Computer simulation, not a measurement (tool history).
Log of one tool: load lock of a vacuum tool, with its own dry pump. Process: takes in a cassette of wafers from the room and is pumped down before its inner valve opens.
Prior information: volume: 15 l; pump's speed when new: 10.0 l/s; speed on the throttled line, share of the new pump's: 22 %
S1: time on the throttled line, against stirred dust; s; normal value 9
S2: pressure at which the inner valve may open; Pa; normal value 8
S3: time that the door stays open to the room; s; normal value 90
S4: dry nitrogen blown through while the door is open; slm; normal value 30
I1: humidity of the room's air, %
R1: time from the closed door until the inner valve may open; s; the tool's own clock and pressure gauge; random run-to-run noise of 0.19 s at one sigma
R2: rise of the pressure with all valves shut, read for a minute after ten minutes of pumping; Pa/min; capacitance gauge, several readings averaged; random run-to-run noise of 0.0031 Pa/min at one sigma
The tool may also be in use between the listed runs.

{"run": 1, "day": 0.0, "S1": 9, "S2": 8, "S3": 90, "S4": 30, "I1": 46.8, "R1": 23.6, "R2": 0.317}
{"day": 24.071, "done": "dry pump taken out, an overhauled one fitted"}
{"run": 2, "day": 24.071, "S1": 9, "S2": 8, "S3": 90, "S4": 30, "I1": 41.7, "R1": 21, "R2": 0.358}
{"run": 3, "day": 50.467, "S1": 9, "S2": 8, "S3": 90, "S4": 30, "I1": 46.2, "R1": 21.4, "R2": 0.397}
{"run": 4, "day": 78.279, "S1": 11, "S2": 8, "S3": 90, "S4": 30, "I1": 41.1, "R1": 23.1, "R2": 0.447}
{"run": 5, "day": 102.788, "S1": 11, "S2": 8, "S3": 90, "S4": 30, "I1": 43.5, "R1": 23, "R2": 0.494}
{"day": 123.467, "done": "door's seal changed, seat wiped"}
{"run": 6, "day": 123.467, "S1": 9, "S2": 8, "S3": 90, "S4": 30, "I1": 46.4, "R1": 21.6, "R2": 0.061}
{"run": 7, "day": 136.583, "S1": 9, "S2": 8, "S3": 90, "S4": 30, "I1": 48.3, "R1": 21.9, "R2": 0.068}
{"run": 8, "day": 148.925, "S1": 16, "S2": 8, "S3": 90, "S4": 4, "I1": 47.3, "R1": 27.6, "R2": 0.108}
{"run": 9, "day": 175.329, "S1": 16, "S2": 8, "S3": 90, "S4": 30, "I1": 45.6, "R1": 27.6, "R2": 0.082}
{"run": 10, "day": 189.012, "S1": 5, "S2": 8, "S3": 66, "S4": 30, "I1": 44, "R1": 19.1, "R2": 0.081}
{"run": 11, "day": 213.071, "S1": 6, "S2": 9, "S3": 174, "S4": 8, "I1": 39.8, "R1": 19.7, "R2": 0.141}

5 options for the next run, each taken on its own from the tool as it stands now. Forecast them:
{"run": "A", "day": 234.346, "S1": 10, "S2": 15, "S3": 174, "S4": 11, "I1": 41, "R1": "?", "R2": "?"}
{"run": "B", "day": 234.346, "S1": 6, "S2": 8, "S3": 90, "S4": 29, "I1": 46.3, "R1": "?", "R2": "?"}
{"run": "C", "day": 234.346, "S1": 9, "S2": 15, "S3": 90, "S4": 30, "I1": 46.7, "R1": "?", "R2": "?"}
{"run": "D", "day": 234.346, "S1": 4, "S2": 8, "S3": 75, "S4": 29, "I1": 43, "R1": "?", "R2": "?"}
{"run": "E", "day": 234.346, "S1": 5, "S2": 7, "S3": 90, "S4": 20, "I1": 42, "R1": "?", "R2": "?"}

run=A R1=21.9 R2=0.155
run=B R1=20.1 R2=0.124
run=C R1=21.4 R2=0.127
run=D R1=18.6 R2=0.119
run=E R1=19.9 R2=0.13
Without the tool's unlogged condition, the same runs would have read:
run=A R1=20.9 R2=0.088
run=B R1=18.9 R2=0.058
run=C R1=20.3 R2=0.061
run=D R1=17.3 R2=0.053
run=E R1=18.6 R2=0.064

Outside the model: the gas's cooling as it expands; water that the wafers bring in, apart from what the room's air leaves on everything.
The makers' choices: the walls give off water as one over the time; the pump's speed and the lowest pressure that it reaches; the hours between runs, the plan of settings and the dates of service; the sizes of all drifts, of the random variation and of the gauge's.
